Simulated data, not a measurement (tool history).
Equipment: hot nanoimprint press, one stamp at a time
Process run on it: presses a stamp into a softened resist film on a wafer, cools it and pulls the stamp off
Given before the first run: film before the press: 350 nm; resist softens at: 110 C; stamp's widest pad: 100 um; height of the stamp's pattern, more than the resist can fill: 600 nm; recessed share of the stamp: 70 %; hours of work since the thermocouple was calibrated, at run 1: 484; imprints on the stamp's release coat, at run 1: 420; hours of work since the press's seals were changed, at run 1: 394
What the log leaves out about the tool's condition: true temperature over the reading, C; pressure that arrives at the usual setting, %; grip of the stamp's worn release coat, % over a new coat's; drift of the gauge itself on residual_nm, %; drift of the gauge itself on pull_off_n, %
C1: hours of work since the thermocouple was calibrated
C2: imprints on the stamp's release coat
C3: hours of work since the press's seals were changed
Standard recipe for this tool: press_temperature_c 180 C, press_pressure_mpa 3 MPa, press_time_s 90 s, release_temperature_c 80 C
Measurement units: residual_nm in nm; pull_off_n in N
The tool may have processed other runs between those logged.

run 1 hour=0 | press_temperature_c=180 press_pressure_mpa=3 press_time_s=90 release_temperature_c=80 | C1=484 C2=420 C3=394 | residual_nm=205.4 pull_off_n=290
run 2 hour=9 | press_temperature_c=180 press_pressure_mpa=3 press_time_s=90 release_temperature_c=80 | C1=490 C2=472 C3=401 | residual_nm=204.6 pull_off_n=287
run 3 hour=16.2 | press_temperature_c=172 press_pressure_mpa=3 press_time_s=90 release_temperature_c=80 | C1=496 C2=515 C3=407 | residual_nm=263.7 pull_off_n=295
run 4 hour=32.6 | press_temperature_c=172 press_pressure_mpa=3 press_time_s=90 release_temperature_c=80 | C1=509 C2=610 C3=419 | residual_nm=264.3 pull_off_n=303
-- hour=41 plate thermocouple calibrated
run 5 hour=45.8 | press_temperature_c=172 press_pressure_mpa=3 press_time_s=90 release_temperature_c=80 | C1=4 C2=670 C3=427 | residual_nm=271.6 pull_off_n=317
run 6 hour=59.6 | press_temperature_c=180 press_pressure_mpa=3 press_time_s=90 release_temperature_c=80 | C1=14 C2=751 C3=438 | residual_nm=211.8 pull_off_n=321
run 7 hour=75.6 | press_temperature_c=180 press_pressure_mpa=3 press_time_s=90 release_temperature_c=80 | C1=26 C2=845 C3=450 | residual_nm=207.7 pull_off_n=346
run 8 hour=85 | press_temperature_c=180 press_pressure_mpa=3 press_time_s=90 release_temperature_c=80 | C1=34 C2=900 C3=457 | residual_nm=213 pull_off_n=341
run 9 hour=96.1 | press_temperature_c=189 press_pressure_mpa=4.1 press_time_s=90 release_temperature_c=74 | C1=42 C2=964 C3=465 | residual_nm=128.6 pull_off_n=379
run 10 hour=109.1 | press_temperature_c=174 press_pressure_mpa=3.03 press_time_s=90 release_temperature_c=74 | C1=52 C2=1040 C3=475 | residual_nm=257.5 pull_off_n=389
run 11 hour=118.4 | press_temperature_c=186 press_pressure_mpa=2.4 press_time_s=90 release_temperature_c=74 | C1=59 C2=1095 C3=483 | residual_nm=190.1 pull_off_n=392

Forecast each of these 3 alternatives for the next run:
run A hour=131 | press_temperature_c=179 press_pressure_mpa=2.4 press_time_s=46 release_temperature_c=74 | C1=69 C2=1169 C3=492 | residual_nm=? pull_off_n=?
run B hour=131 | press_temperature_c=189 press_pressure_mpa=3 press_time_s=140 release_temperature_c=80 | C1=69 C2=1169 C3=492 | residual_nm=? pull_off_n=?
run C hour=131 | press_temperature_c=180 press_pressure_mpa=3 press_time_s=113 release_temperature_c=80 | C1=69 C2=1169 C3=492 | residual_nm=? pull_off_n=?

run=A residual_nm=272.2 pull_off_n=408
run=B residual_nm=131.1 pull_off_n=370
run=C residual_nm=196.4 pull_off_n=381
Stripped of hidden state, with their random variation kept, the same runs would have yielded:
run=A residual_nm=254.7 pull_off_n=255
run=B residual_nm=117.5 pull_off_n=231
run=C residual_nm=176.7 pull_off_n=237

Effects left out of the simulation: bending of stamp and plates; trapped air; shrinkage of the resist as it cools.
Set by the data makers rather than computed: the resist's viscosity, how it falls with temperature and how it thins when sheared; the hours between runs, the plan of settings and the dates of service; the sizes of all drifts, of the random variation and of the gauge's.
